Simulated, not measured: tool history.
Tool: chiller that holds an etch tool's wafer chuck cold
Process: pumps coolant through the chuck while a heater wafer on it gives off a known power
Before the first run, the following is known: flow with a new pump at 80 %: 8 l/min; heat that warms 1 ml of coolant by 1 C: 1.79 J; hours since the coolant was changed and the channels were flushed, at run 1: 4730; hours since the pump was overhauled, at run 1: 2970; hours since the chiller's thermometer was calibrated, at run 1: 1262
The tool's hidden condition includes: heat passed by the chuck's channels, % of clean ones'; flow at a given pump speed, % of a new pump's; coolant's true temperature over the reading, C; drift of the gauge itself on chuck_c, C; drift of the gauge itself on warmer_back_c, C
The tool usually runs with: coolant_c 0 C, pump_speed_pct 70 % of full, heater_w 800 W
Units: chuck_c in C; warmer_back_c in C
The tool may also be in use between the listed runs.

| run | hour | coolant_c | pump_speed_pct | heater_w | hours since the coolant was changed and the channels were flushed | hours since the pump was overhauled | hours since the chiller's thermometer was calibrated | chuck_c | warmer_back_c |
|---|---|---|---|---|---|---|---|---|---|
| 1 | 0.0 | 0 | 70 | 800 | 4730 | 2970 | 1262 | 11.0 | 3.94 |
| 2 | 143.5 | 0 | 70 | 800 | 4874 | 3113 | 1405 | 10.9 | 3.95 |
| 3 | 319.4 | 0 | 70 | 800 | 5050 | 3289 | 1581 | 10.8 | 3.96 |
| 4 | 403.1 | 0 | 70 | 800 | 5134 | 3373 | 1665 | 11.0 | 3.89 |
| 5 | 575.2 | -8 | 70 | 800 | 5306 | 3545 | 1837 | 3.0 | 3.90 |
| 6 | 733.1 | 0 | 70 | 554 | 5464 | 3703 | 1995 | 7.7 | 2.70 |
| 7 | 828.1 | 0 | 70 | 554 | 5559 | 3798 | 2090 | 7.5 | 2.73 |
| 8 | 957.7 | 0 | 70 | 554 | 5688 | 3927 | 2220 | 7.8 | 2.70 |
| 9 | 1097.7 | 0 | 70 | 554 | 5828 | 4067 | 2360 | 7.8 | 2.75 |
| 10 | 1220.0 | 0 | 70 | 554 | 5950 | 4190 | 2482 | 7.5 | 2.68 |
|  | 1261.0 | chiller's thermometer calibrated |
| 11 | 1357.3 | 0 | 70 | 554 | 6087 | 4326 | 96 | 7.7 | 2.70 |
| 12 | 1528.6 | 0 | 70 | 554 | 6258 | 4497 | 268 | 7.6 | 2.67 |
| 13 | 1606.2 | 0 | 75 | 800 | 6336 | 4575 | 345 | 10.5 | 3.59 |
| 14 | 1749.2 | -6 | 75 | 800 | 6479 | 4718 | 488 | 4.6 | 3.59 |
| 15 | 1852.4 | -6 | 75 | 800 | 6582 | 4821 | 591 | 4.5 | 3.59 |
| 16 | 1988.4 | -6 | 75 | 800 | 6718 | 4957 | 727 | 4.5 | 3.64 |
| 17 | 2105.1 | -6 | 75 | 800 | 6835 | 5074 | 844 | 4.5 | 3.61 |

What will run 18 give?
| 18 | 2258.0 | 0 | 70 | 1049 | 6987 | 5227 | 997 | ? | ? |

chuck_c: 14.4 C
warmer_back_c: 5.11 C
Were there no unlogged condition in the tool, this run, its random variation unchanged, would have produced chuck_c 14.3 C, warmer_back_c 5.10 C.

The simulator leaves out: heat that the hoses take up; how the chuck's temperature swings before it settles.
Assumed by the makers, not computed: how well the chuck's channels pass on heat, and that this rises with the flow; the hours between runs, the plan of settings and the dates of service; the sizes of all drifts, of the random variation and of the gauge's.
